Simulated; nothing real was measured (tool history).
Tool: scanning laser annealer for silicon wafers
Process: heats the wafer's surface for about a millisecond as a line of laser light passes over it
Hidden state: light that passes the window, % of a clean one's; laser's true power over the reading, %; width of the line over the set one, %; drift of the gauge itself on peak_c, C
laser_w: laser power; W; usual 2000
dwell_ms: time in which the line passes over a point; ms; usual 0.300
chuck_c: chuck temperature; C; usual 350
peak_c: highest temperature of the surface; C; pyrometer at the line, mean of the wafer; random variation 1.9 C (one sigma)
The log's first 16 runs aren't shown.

| run | hour | laser_w | dwell_ms | chuck_c | hours of work since the window was cleaned | hours of work since the power meter was calibrated | hours of work since the optics were aligned | peak_c |
|---|---|---|---|---|---|---|---|---|
| 17 | 304.9 | 2000 | 0.300 | 350 | 547 | 229 | 31 | 1074 |
| 18 | 316.7 | 2000 | 0.300 | 350 | 553 | 234 | 36 | 1074 |
| 19 | 339.5 | 2000 | 0.300 | 350 | 564 | 245 | 47 | 1076 |
| 20 | 351.6 | 2000 | 0.300 | 350 | 569 | 251 | 53 | 1072 |
| 21 | 374.5 | 2114 | 0.300 | 346 | 580 | 262 | 63 | 1117 |
| 22 | 392.7 | 2114 | 0.300 | 346 | 589 | 270 | 72 | 1116 |
| 23 | 411.0 | 2114 | 0.230 | 337 | 597 | 279 | 81 | 1013 |
| 24 | 436.1 | 2000 | 0.300 | 351 | 609 | 291 | 93 | 1069 |
| 25 | 456.9 | 2000 | 0.300 | 351 | 619 | 301 | 102 | 1069 |
| 26 | 483.5 | 2117 | 0.269 | 350 | 632 | 313 | 115 | 1083 |
| 27 | 505.9 | 1701 | 0.300 | 350 | 642 | 324 | 126 | 938 |
| 28 | 520.7 | 2000 | 0.322 | 317 | 649 | 331 | 133 | 1059 |
| 29 | 531.7 | 2000 | 0.322 | 317 | 654 | 336 | 138 | 1062 |
| 30 | 549.3 | 1954 | 0.295 | 336 | 663 | 344 | 146 | 1025 |
| 31 | 569.7 | 1954 | 0.295 | 336 | 672 | 354 | 156 | 1024 |
| 32 | 581.4 | 1949 | 0.276 | 383 | 678 | 359 | 161 | 1046 |
| 33 | 594.1 | 1949 | 0.276 | 383 | 684 | 365 | 167 | 1047 |
| 34 | 620.0 | 1979 | 0.300 | 350 | 696 | 378 | 180 | 1060 |
| 35 | 632.9 | 1931 | 0.300 | 374 | 702 | 384 | 186 | 1056 |
| 36 | 649.6 | 1931 | 0.300 | 374 | 710 | 392 | 194 | 1057 |
| 37 | 661.8 | 2000 | 0.300 | 349 | 716 | 397 | 199 | 1061 |
| 38 | 687.2 | 2000 | 0.300 | 349 | 728 | 409 | 211 | 1062 |
| 39 | 712.1 | 2000 | 0.300 | 339 | 740 | 421 | 223 | 1048 |
| 40 | 726.3 | 2000 | 0.300 | 339 | 746 | 428 | 230 | 1052 |

Forecast each of these 3 alternatives for the next run:
| A | 751.5 | 1793 | 0.259 | 318 | 758 | 440 | 242 | ? |
| B | 751.5 | 2123 | 0.300 | 350 | 758 | 440 | 242 | ? |
| C | 751.5 | 2000 | 0.220 | 350 | 758 | 440 | 242 | ? |

| run | peak_c |
|---|---|
| A | 896 |
| B | 1113 |
| C | 960 |
Without the tool's hidden state the same runs would have given:
| run | peak_c |
|---|---|
| A | 933 |
| B | 1161 |
| C | 998 |
